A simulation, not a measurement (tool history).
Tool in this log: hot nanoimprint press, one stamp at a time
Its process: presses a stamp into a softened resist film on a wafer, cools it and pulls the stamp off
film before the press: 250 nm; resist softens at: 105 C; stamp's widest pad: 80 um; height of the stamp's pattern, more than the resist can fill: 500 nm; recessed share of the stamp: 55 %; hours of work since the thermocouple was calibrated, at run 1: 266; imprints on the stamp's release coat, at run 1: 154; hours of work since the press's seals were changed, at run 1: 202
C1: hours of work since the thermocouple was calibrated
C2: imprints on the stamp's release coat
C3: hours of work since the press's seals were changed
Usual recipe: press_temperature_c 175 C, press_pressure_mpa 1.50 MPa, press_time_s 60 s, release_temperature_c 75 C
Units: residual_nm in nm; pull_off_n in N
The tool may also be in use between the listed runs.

{"run": 1, "hour": 0.0, "press_temperature_c": 175, "press_pressure_mpa": 1.5, "press_time_s": 60, "release_temperature_c": 75, "C1": 266, "C2": 154, "C3": 202, "residual_nm": 114.6, "pull_off_n": 108}
{"run": 2, "hour": 7.8, "press_temperature_c": 175, "press_pressure_mpa": 1.5, "press_time_s": 60, "release_temperature_c": 75, "C1": 272, "C2": 187, "C3": 208, "residual_nm": 114.2, "pull_off_n": 110}
{"run": 3, "hour": 13.7, "press_temperature_c": 175, "press_pressure_mpa": 1.5, "press_time_s": 60, "release_temperature_c": 75, "C1": 277, "C2": 212, "C3": 213, "residual_nm": 114.3, "pull_off_n": 108}
{"run": 4, "hour": 22.8, "press_temperature_c": 175, "press_pressure_mpa": 1.5, "press_time_s": 60, "release_temperature_c": 75, "C1": 284, "C2": 251, "C3": 220, "residual_nm": 114.0, "pull_off_n": 110}
{"run": 5, "hour": 30.0, "press_temperature_c": 175, "press_pressure_mpa": 1.5, "press_time_s": 60, "release_temperature_c": 75, "C1": 290, "C2": 281, "C3": 225, "residual_nm": 113.4, "pull_off_n": 112}
{"run": 6, "hour": 35.8, "press_temperature_c": 175, "press_pressure_mpa": 1.5, "press_time_s": 60, "release_temperature_c": 75, "C1": 294, "C2": 306, "C3": 230, "residual_nm": 114.3, "pull_off_n": 112}
{"run": 7, "hour": 42.8, "press_temperature_c": 175, "press_pressure_mpa": 1.5, "press_time_s": 60, "release_temperature_c": 75, "C1": 300, "C2": 336, "C3": 236, "residual_nm": 114.2, "pull_off_n": 114}
{"run": 8, "hour": 49.1, "press_temperature_c": 175, "press_pressure_mpa": 1.5, "press_time_s": 60, "release_temperature_c": 75, "C1": 305, "C2": 362, "C3": 240, "residual_nm": 114.0, "pull_off_n": 113}
{"run": 9, "hour": 53.8, "press_temperature_c": 175, "press_pressure_mpa": 1.5, "press_time_s": 60, "release_temperature_c": 75, "C1": 308, "C2": 382, "C3": 244, "residual_nm": 113.6, "pull_off_n": 112}
{"run": 10, "hour": 61.8, "press_temperature_c": 175, "press_pressure_mpa": 1.5, "press_time_s": 72, "release_temperature_c": 75, "C1": 315, "C2": 416, "C3": 250, "residual_nm": 106.6, "pull_off_n": 113}
{"run": 11, "hour": 67.9, "press_temperature_c": 175, "press_pressure_mpa": 1.5, "press_time_s": 81, "release_temperature_c": 75, "C1": 319, "C2": 442, "C3": 255, "residual_nm": 103.3, "pull_off_n": 117}
{"run": 12, "hour": 75.1, "press_temperature_c": 175, "press_pressure_mpa": 1.5, "press_time_s": 60, "release_temperature_c": 75, "C1": 325, "C2": 473, "C3": 261, "residual_nm": 113.9, "pull_off_n": 116}
{"run": 13, "hour": 84.0, "press_temperature_c": 175, "press_pressure_mpa": 1.5, "press_time_s": 120, "release_temperature_c": 75, "C1": 332, "C2": 511, "C3": 268, "residual_nm": 89.5, "pull_off_n": 113}
{"run": 14, "hour": 91.9, "press_temperature_c": 174, "press_pressure_mpa": 1.5, "press_time_s": 60, "release_temperature_c": 75, "C1": 338, "C2": 544, "C3": 274, "residual_nm": 116.7, "pull_off_n": 114}
{"run": 15, "hour": 99.6, "press_temperature_c": 174, "press_pressure_mpa": 1.5, "press_time_s": 60, "release_temperature_c": 75, "C1": 344, "C2": 577, "C3": 280, "residual_nm": 117.1, "pull_off_n": 114}
{"hour": 109.2, "done": "stamp cleaned and given a new release coat"}
{"run": 16, "hour": 115.6, "press_temperature_c": 174, "press_pressure_mpa": 1.5, "press_time_s": 60, "release_temperature_c": 75, "C1": 352, "C2": 27, "C3": 288, "residual_nm": 117.0, "pull_off_n": 107}
{"run": 17, "hour": 123.1, "press_temperature_c": 174, "press_pressure_mpa": 1.5, "press_time_s": 60, "release_temperature_c": 75, "C1": 358, "C2": 58, "C3": 294, "residual_nm": 117.0, "pull_off_n": 109}
{"run": 18, "hour": 130.3, "press_temperature_c": 185, "press_pressure_mpa": 1.5, "press_time_s": 77, "release_temperature_c": 75, "C1": 364, "C2": 89, "C3": 299, "residual_nm": 79.2, "pull_off_n": 109}
{"run": 19, "hour": 135.8, "press_temperature_c": 185, "press_pressure_mpa": 1.5, "press_time_s": 77, "release_temperature_c": 75, "C1": 368, "C2": 112, "C3": 304, "residual_nm": 78.8, "pull_off_n": 108}
{"run": 20, "hour": 140.6, "press_temperature_c": 165, "press_pressure_mpa": 1.03, "press_time_s": 43, "release_temperature_c": 67, "C1": 372, "C2": 133, "C3": 307, "residual_nm": 188.2, "pull_off_n": 114}
{"run": 21, "hour": 145.9, "press_temperature_c": 165, "press_pressure_mpa": 1.03, "press_time_s": 43, "release_temperature_c": 67, "C1": 376, "C2": 155, "C3": 312, "residual_nm": 187.6, "pull_off_n": 114}
{"run": 22, "hour": 151.3, "press_temperature_c": 165, "press_pressure_mpa": 1.03, "press_time_s": 43, "release_temperature_c": 67, "C1": 380, "C2": 178, "C3": 316, "residual_nm": 188.2, "pull_off_n": 116}
{"run": 23, "hour": 161.4, "press_temperature_c": 182, "press_pressure_mpa": 1.5, "press_time_s": 31, "release_temperature_c": 77, "C1": 388, "C2": 222, "C3": 324, "residual_nm": 118.1, "pull_off_n": 114}
{"run": 24, "hour": 170.2, "press_temperature_c": 182, "press_pressure_mpa": 1.5, "press_time_s": 31, "release_temperature_c": 77, "C1": 395, "C2": 259, "C3": 331, "residual_nm": 117.8, "pull_off_n": 111}
{"run": 25, "hour": 180.4, "press_temperature_c": 165, "press_pressure_mpa": 1.5, "press_time_s": 31, "release_temperature_c": 77, "C1": 403, "C2": 302, "C3": 339, "residual_nm": 177.8, "pull_off_n": 110}
{"run": 26, "hour": 186.3, "press_temperature_c": 165, "press_pressure_mpa": 1.5, "press_time_s": 31, "release_temperature_c": 77, "C1": 407, "C2": 327, "C3": 343, "residual_nm": 177.9, "pull_off_n": 107}
{"run": 27, "hour": 192.1, "press_temperature_c": 168, "press_pressure_mpa": 1.24, "press_time_s": 31, "release_temperature_c": 77, "C1": 412, "C2": 352, "C3": 348, "residual_nm": 178.6, "pull_off_n": 110}
{"run": 28, "hour": 196.6, "press_temperature_c": 175, "press_pressure_mpa": 1.86, "press_time_s": 51, "release_temperature_c": 75, "C1": 416, "C2": 371, "C3": 351, "residual_nm": 107.5, "pull_off_n": 113}
{"run": 29, "hour": 206.7, "press_temperature_c": 164, "press_pressure_mpa": 2.06, "press_time_s": 38, "release_temperature_c": 65, "C1": 423, "C2": 414, "C3": 359, "residual_nm": 152.2, "pull_off_n": 116}

4 options for the next run, each taken on its own from the tool as it stands now. Forecast them:
{"run": "A", "hour": 215.0, "press_temperature_c": 179, "press_pressure_mpa": 1.5, "press_time_s": 60, "release_temperature_c": 75, "C1": 430, "C2": 449, "C3": 366, "residual_nm": "?", "pull_off_n": "?"}
{"run": "B", "hour": 215.0, "press_temperature_c": 164, "press_pressure_mpa": 2.06, "press_time_s": 70, "release_temperature_c": 65, "C1": 430, "C2": 449, "C3": 366, "residual_nm": "?", "pull_off_n": "?"}
{"run": "C", "hour": 215.0, "press_temperature_c": 175, "press_pressure_mpa": 1.21, "press_time_s": 60, "release_temperature_c": 75, "C1": 430, "C2": 449, "C3": 366, "residual_nm": "?", "pull_off_n": "?"}
{"run": "D", "hour": 215.0, "press_temperature_c": 170, "press_pressure_mpa": 1.98, "press_time_s": 60, "release_temperature_c": 69, "C1": 430, "C2": 449, "C3": 366, "residual_nm": "?", "pull_off_n": "?"}

run=A residual_nm=101.7 pull_off_n=113
run=B residual_nm=126.4 pull_off_n=124
run=C residual_nm=126.8 pull_off_n=116
run=D residual_nm=113.2 pull_off_n=120
Take away the tool's hidden state, keep each run's random variation, and the runs would have read:
run=A residual_nm=104.0 pull_off_n=107
run=B residual_nm=129.3 pull_off_n=117
run=C residual_nm=129.8 pull_off_n=110
run=D residual_nm=115.6 pull_off_n=113
